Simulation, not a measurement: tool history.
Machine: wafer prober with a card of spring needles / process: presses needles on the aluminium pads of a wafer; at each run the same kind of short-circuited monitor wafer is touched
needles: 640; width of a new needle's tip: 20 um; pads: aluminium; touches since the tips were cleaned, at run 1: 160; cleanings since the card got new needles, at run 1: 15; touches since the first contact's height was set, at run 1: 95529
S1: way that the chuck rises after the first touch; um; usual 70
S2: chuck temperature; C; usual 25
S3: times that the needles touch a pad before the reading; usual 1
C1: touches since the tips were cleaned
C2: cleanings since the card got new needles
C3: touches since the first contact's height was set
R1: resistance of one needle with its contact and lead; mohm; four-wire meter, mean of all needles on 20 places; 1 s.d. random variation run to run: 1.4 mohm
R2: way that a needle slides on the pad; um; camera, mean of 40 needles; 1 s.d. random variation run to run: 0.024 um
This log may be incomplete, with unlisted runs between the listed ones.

run,hour,S1,S2,S3,C1,C2,C3,R1,R2
1,0,70,25,1,160,15,95529,128,12.55
# hour 14.2: tips cleaned on abrasive film
# hour 20.2: height of the first contact set anew
# hour 29: tips cleaned on abrasive film
# hour 43: tips cleaned on abrasive film
2,45.6,70,25,1,1219,18,11808,148,12.78
# hour 57.2: tips cleaned on abrasive film
# hour 71.7: tips cleaned on abrasive film
# hour 86.2: tips cleaned on abrasive film
3,95.3,70,25,1,4286,21,34984,184,12.72
# hour 98.3: tips cleaned on abrasive film
# hour 112.2: tips cleaned on abrasive film
# hour 126.8: tips cleaned on abrasive film
# hour 140.8: tips cleaned on abrasive film
4,141.8,55,25,1,456,25,56608,150,9.91
# hour 153.5: tips cleaned on abrasive film
# hour 165.8: tips cleaned on abrasive film
5,165.8,70,25,1,0,27,67772,130,12.6
# hour 177.5: tips cleaned on abrasive film
# hour 192: tips cleaned on abrasive film
6,193.7,70,61,1,823,29,80773,146,12.58
# hour 205.4: tips cleaned on abrasive film
# hour 218.7: tips cleaned on abrasive film
# hour 233.2: tips cleaned on abrasive film
7,235.3,70,25,3,983,32,100149,133,12.53
# hour 247: tips cleaned on abrasive film
# hour 247.3: height of the first contact set anew
# hour 258.9: tips cleaned on abrasive film
8,268.2,70,25,1,4346,34,9759,190,12.79
# hour 271.2: tips cleaned on abrasive film
# hour 285.4: tips cleaned on abrasive film
# hour 299.9: tips cleaned on abrasive film
9,308.1,70,25,1,3835,37,28341,182,12.75
# hour 313.7: tips cleaned on abrasive film
# hour 328.3: tips cleaned on abrasive film
# hour 342.6: tips cleaned on abrasive film
10,343.5,70,25,1,449,40,44824,141,12.7
# hour 354.8: tips cleaned on abrasive film
# hour 369.3: tips cleaned on abrasive film
# hour 383.9: tips cleaned on abrasive film
11,387.2,70,25,1,1546,43,65141,159,12.65
# hour 395.9: tips cleaned on abrasive film
# hour 407.5: tips cleaned on abrasive film
12,412.5,70,25,1,2324,45,76936,171,12.62
# hour 420.9: tips cleaned on abrasive film
# hour 435.2: tips cleaned on abrasive film
13,443.3,70,25,1,3764,47,91271,185,12.55
# hour 449.1: tips cleaned on abrasive film
# hour 460.8: tips cleaned on abrasive film
14,467.8,70,92,1,3289,49,102679,189,12.55
# hour 473.7: tips cleaned on abrasive film
# hour 474: height of the first contact set anew
# hour 488.5: tips cleaned on abrasive film
# hour 503: tips cleaned on abrasive film
15,506.2,79,95,3,1493,52,15024,141,14.39
# hour 514.9: tips cleaned on abrasive film
# hour 529.5: tips cleaned on abrasive film
# hour 543.5: tips cleaned on abrasive film
16,546.9,67,25,1,1602,55,33980,168,12.21
# hour 555.6: tips cleaned on abrasive film
# hour 567.3: tips cleaned on abrasive film
17,576.7,57,75,1,4437,57,47888,224,10.3
# hour 579.7: tips cleaned on abrasive film
# hour 593.8: tips cleaned on abrasive film
# hour 608.3: tips cleaned on abrasive film
18,611.2,70,25,2,1344,60,63887,144,12.62
# hour 622.8: tips cleaned on abrasive film
# hour 634.4: tips cleaned on abrasive film
# hour 649: tips cleaned on abrasive film
19,654.9,71,25,1,2801,63,84278,174,12.76
# hour 660.8: tips cleaned on abrasive film
# hour 675: tips cleaned on abrasive film
20,680.5,70,45,1,2607,65,96184,185,12.5
# hour 689.3: tips cleaned on abrasive film
# hour 700.9: tips cleaned on abrasive film
# hour 701.2: height of the first contact set anew
# hour 715.7: tips cleaned on abrasive film
# hour 730.2: tips cleaned on abrasive film
21,735.7,70,25,1,2544,69,16074,173,12.79
# hour 744.4: tips cleaned on abrasive film
# hour 758.8: tips cleaned on abrasive film
# hour 773.1: tips cleaned on abrasive film
22,783.5,56,113,1,4896,72,38386,240,10.16
# hour 786.4: tips cleaned on abrasive film
# hour 800.5: tips cleaned on abrasive film
# hour 812.1: tips cleaned on abrasive film
23,822.6,56,113,1,4885,75,56547,243,10.09
# hour 825.5: tips cleaned on abrasive film
# hour 840.1: tips cleaned on abrasive film
24,849.3,56,113,1,4323,77,68988,242,10.03
# hour 852.3: tips cleaned on abrasive film
# hour 866.8: tips cleaned on abrasive film
25,875.3,56,113,1,4013,79,81121,240,10.04
# hour 881.2: tips cleaned on abrasive film
# hour 895.7: tips cleaned on abrasive film
26,902.9,74,113,1,3350,81,93936,183,13.28
# hour 908.7: tips cleaned on abrasive film
# hour 920.4: tips cleaned on abrasive film
# hour 926.3: height of the first contact set anew
# hour 935.1: tips cleaned on abrasive film
# hour 946.9: tips cleaned on abrasive film
27,946.9,60,107,3,0,85,9531,141,10.95

Each row is a separate what-if for the run after 27, all from the same tool condition, not one after another. Results?
# hour 961.4: tips cleaned on abrasive film
A,972.4,54,27,1,5176,86,21463,?,?
# hour 961.4: tips cleaned on abrasive film
B,972.4,87,25,2,5176,86,21463,?,?
# hour 961.4: tips cleaned on abrasive film
C,972.4,79,29,1,5176,86,21463,?,?
# hour 961.4: tips cleaned on abrasive film
D,972.4,69,25,1,5176,86,21463,?,?

run,R1,R2
A,260,9.82
B,152,15.87
C,190,14.44
D,208,12.57
With no hidden state in the tool, these same runs would have given:
run,R1,R2
A,126,9.87
B,118,15.92
C,123,14.49
D,122,12.62
